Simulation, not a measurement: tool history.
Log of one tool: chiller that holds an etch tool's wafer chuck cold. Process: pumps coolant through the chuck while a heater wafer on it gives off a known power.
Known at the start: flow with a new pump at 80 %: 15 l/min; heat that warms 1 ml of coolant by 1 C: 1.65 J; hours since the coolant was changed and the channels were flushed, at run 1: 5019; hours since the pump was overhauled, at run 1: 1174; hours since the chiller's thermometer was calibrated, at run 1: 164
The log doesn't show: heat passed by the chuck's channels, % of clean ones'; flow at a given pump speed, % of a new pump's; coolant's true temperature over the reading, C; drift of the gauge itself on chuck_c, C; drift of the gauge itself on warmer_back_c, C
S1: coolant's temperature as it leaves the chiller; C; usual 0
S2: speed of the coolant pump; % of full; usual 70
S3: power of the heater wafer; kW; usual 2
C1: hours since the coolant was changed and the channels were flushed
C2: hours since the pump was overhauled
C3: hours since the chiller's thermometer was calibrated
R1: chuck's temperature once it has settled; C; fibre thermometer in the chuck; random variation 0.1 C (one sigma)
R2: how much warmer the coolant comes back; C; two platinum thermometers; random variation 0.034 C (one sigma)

Run 1, hour 0: usual settings; C1 5019; C2 1174; C3 164. Result: R1 18.1 C, R2 5.64 C.
Run 2, hour 64.4: usual settings; C1 5084; C2 1239; C3 229. Result: R1 17.9 C, R2 5.64 C.
Run 3, hour 162: usual settings; C1 5181; C2 1336; C3 326. Result: R1 18 C, R2 5.67 C.
Run 4, hour 238.8: usual settings; C1 5258; C2 1413; C3 403. Result: R1 18 C, R2 5.67 C.
Run 5, hour 301.3: usual settings; C1 5320; C2 1475; C3 465. Result: R1 17.9 C, R2 5.67 C.
Run 6, hour 358.9: usual settings; C1 5378; C2 1533; C3 523. Result: R1 18.3 C, R2 5.68 C.
Run 7, hour 408.5: usual settings but S2 82 % of full; C1 5428; C2 1583; C3 573. Result: R1 15.9 C, R2 4.8 C.
At hour 420: coolant pump overhauled.
Run 8, hour 494.6: usual settings; C1 5509; C2 75; C3 654. Result: R1 18.2 C, R2 5.81 C.
Run 9, hour 589.6: usual settings; C1 5604; C2 170; C3 749. Result: R1 18.3 C, R2 5.8 C.
Run 10, hour 687.6: usual settings but S3 2.666 kW; C1 5702; C2 268; C3 847. Result: R1 24.7 C, R2 7.81 C.
Run 11, hour 764.1: usual settings but S3 2.666 kW; C1 5778; C2 344; C3 923. Result: R1 24.8 C, R2 7.74 C.
At hour 851.2: coolant pump overhauled, once more.
Run 12, hour 866.4: usual settings but S3 2.666 kW; C1 5876; C2 15; C3 1021. Result: R1 23.7 C, R2 7.37 C.
Run 13, hour 958.5: usual settings but S1 -6 C, S2 89 % of full, S3 1.545 kW; C1 5968; C2 107; C3 1113. Result: R1 5.4 C, R2 3.36 C.
Run 14, hour 1018.7: usual settings but S1 -6 C, S2 85 % of full, S3 1.479 kW; C1 6028; C2 167; C3 1173. Result: R1 5.2 C, R2 3.3 C.
Run 15, hour 1064: usual settings but S1 3 C, S2 98 % of full, S3 1.303 kW; C1 6073; C2 213; C3 1218. Result: R1 11.9 C, R2 2.6 C.
Run 16, hour 1134.6: usual settings but S1 3 C, S2 98 % of full, S3 1.303 kW; C1 6144; C2 283; C3 1289. Result: R1 12.1 C, R2 2.59 C.
Run 17, hour 1195.1: usual settings but S2 66 % of full; C1 6204; C2 344; C3 1349. Result: R1 18.7 C, R2 5.88 C.
Run 18, hour 1245.5: usual settings but S1 -4 C, S3 1.362 kW; C1 6255; C2 394; C3 1400. Result: R1 8.1 C, R2 3.78 C.
Run 19, hour 1321: usual settings but S1 -4 C, S3 1.362 kW; C1 6330; C2 470; C3 1475. Result: R1 8.3 C, R2 3.78 C.
Run 20, hour 1368.1: usual settings but S1 -4 C, S3 1.362 kW; C1 6377; C2 517; C3 1522. Result: R1 8.1 C, R2 3.83 C.
Run 21, hour 1433.7: usual settings but S1 -4 C, S2 83 % of full, S3 1.362 kW; C1 6443; C2 583; C3 1588. Result: R1 6.7 C, R2 3.16 C.

Hidden state or all else? Some run-to-run changes of R1, split into what the settings, what came in and random variation would give without the hidden state, and what is left for the hidden state (with any gauge scatter that isn't in both results):
Run 11 -> 12: coolant pump overhauled, once more. R1 -1.1 C: hidden state -0.9, all else -0.2.
Run 12 -> 13: S1 0 -> -6, S2 70 -> 89, S3 2.666 -> 1.545. R1 -18.3 C: hidden state -1.2, all else -17.1.
Run 17 -> 18: S1 0 -> -4, S2 66 -> 70, S3 2 -> 1.362. R1 -10.6 C: hidden state -0.6, all else -10.
